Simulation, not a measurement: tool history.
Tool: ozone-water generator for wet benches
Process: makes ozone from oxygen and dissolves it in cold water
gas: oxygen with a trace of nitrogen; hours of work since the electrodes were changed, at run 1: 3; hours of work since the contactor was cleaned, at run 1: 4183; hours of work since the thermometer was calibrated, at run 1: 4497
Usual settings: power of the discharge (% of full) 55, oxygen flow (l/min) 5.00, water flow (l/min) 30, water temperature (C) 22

run   hour  power of the discharge (% of full)  oxygen flow (l/min)  water flow (l/min)  water temperature (C)  hours of work since the electrodes were changed  hours of work since the contactor was cleaned  hours of work since the thermometer was calibrated  dissolved ozone (ppm)  ozone in the gas ahead of the water (g/m3)
  1    0.0                                  55                 5.00                  30                     22                                                3                                           4183                                                4497                   12.2                                       205.1
  2   21.2                                  55                 5.00                  30                     24                                               18                                           4198                                                4513                   11.7                                       206.0
  3   34.8                                  55                 5.00                  30                     24                                               28                                           4207                                                4522                   11.8                                       205.4
  4   49.3                                  55                 5.00                  30                     15                                               38                                           4218                                                4533                   13.1                                       207.3
  5   63.5                                  55                 5.00                  30                     22                                               48                                           4228                                                4543                   12.3                                       203.9
  6   82.0                                  51                 5.00                  30                     22                                               61                                           4241                                                4556                   11.6                                       194.6
  7  110.7                                  51                 5.00                  30                     22                                               82                                           4261                                                4576                   11.6                                       194.0
  8  130.4                                  51                 5.00                  30                     22                                               96                                           4275                                                4590                   11.6                                       194.9
  9  151.5                                  51                 5.00                  30                     22                                              111                                           4290                                                4605                   11.4                                       194.9
 10  170.7                                  55                 5.00                  30                     17                                              124                                           4304                                                4619                   13.0                                       203.9
 11  186.8                                  55                 5.00                  30                     17                                              136                                           4316                                                4631                   12.8                                       203.8
 12  205.2                                  55                 5.00                  30                     22                                              149                                           4329                                                4644                   12.2                                       204.1
 13  224.4                                  55                 5.00                  30                     22                                              163                                           4342                                                4657                   12.1                                       205.0
 14  240.4                                  55                 5.00                  30                     22                                              174                                           4354                                                4669                   12.2                                       203.4
 15  268.0                                  55                 5.44                  30                     22                                              194                                           4373                                                4688                   12.2                                       194.0
 16  297.8                                  55                 5.44                  30                     22                                              215                                           4395                                                4710                   12.0                                       191.6
     313.2  -- water thermometer calibrated
 17  318.4                                  96                 5.00                  43                     22                                              229                                           4409                                                   4                   11.9                                       283.6
 18  335.2                                  83                 6.95                  30                     15                                              241                                           4421                                                  16                   16.5                                       209.3
 19  360.9                                  59                 5.00                  30                     18                                              260                                           4439                                                  34                   13.2                                       211.5
 20  381.3                                  59                 5.00                  30                     18                                              274                                           4454                                                  48                   13.1                                       212.4
 21  398.9                                  59                 5.00                  30                     18                                              287                                           4466                                                  61                   13.4                                       210.0
 22  425.8                                  59                 8.58                  33                     19                                              306                                           4486                                                  80                   11.5                                       145.4
 23  438.6                                  82                 5.00                  21                     22                                              315                                           4495                                                  89                   21.4                                       259.5
 24  451.2                                  55                 3.51                  19                     23                                              324                                           4504                                                  98                   18.8                                       258.1
 25  476.8                                  55                 3.51                  39                     17                                              342                                           4522                                                 117                    9.6                                       258.5
 26  500.6                                  55                 3.51                  39                     17                                              359                                           4539                                                 134                    9.6                                       257.4
 27  521.6                                  45                 5.00                  32                     22                                              374                                           4554                                                 148                   10.2                                       179.4
 28  546.1                                  45                 5.00                  32                     22                                              392                                           4571                                                 166                   10.2                                       178.4
 29  558.7                                  45                 5.00                  32                     22                                              401                                           4580                                                 175                   10.2                                       179.6
 30  588.2                                  62                 3.41                  42                     17                                              422                                           4601                                                 196                    9.6                                       280.0
 31  603.8                                  62                 3.41                  21                     26                                              433                                           4612                                                 207                   17.4                                       281.8
 32  620.0                                  62                 3.41                  44                     26                                              444                                           4624                                                 219                    8.6                                       282.6

Some steps in ozone in the gas ahead of the water (g/m3) between neighbouring runs. How much of each would the tool show without its hidden state too (settings, what came in, random variation), and how much is left for the hidden state, with any gauge scatter that isn't in both results?
The hidden state here: yield of the discharge, % of new electrodes'; contactor's efficiency, % of a clean one's; true water temperature over the reading, C; drift of the gauge itself on ozone_ppm, %; drift of the gauge itself on gas_g_m3, %.
Run 16 -> 17: power of the discharge (% of full) 55 -> 96, oxygen flow (l/min) 5.44 -> 5.00, water flow (l/min) 30 -> 43, water thermometer calibrated. ozone in the gas ahead of the water (g/m3) +92.0: hidden state -1.2, all else +93.2.
Run 22 -> 23: power of the discharge (% of full) 59 -> 82, oxygen flow (l/min) 8.58 -> 5.00, water flow (l/min) 33 -> 21, water temperature (C) 19 -> 22. ozone in the gas ahead of the water (g/m3) +114.1: hidden state -1.9, all else +116.0.
Run 29 -> 30: power of the discharge (% of full) 45 -> 62, oxygen flow (l/min) 5.00 -> 3.41, water flow (l/min) 32 -> 42, water temperature (C) 22 -> 17. ozone in the gas ahead of the water (g/m3) +100.4: hidden state -2.3, all else +102.7.
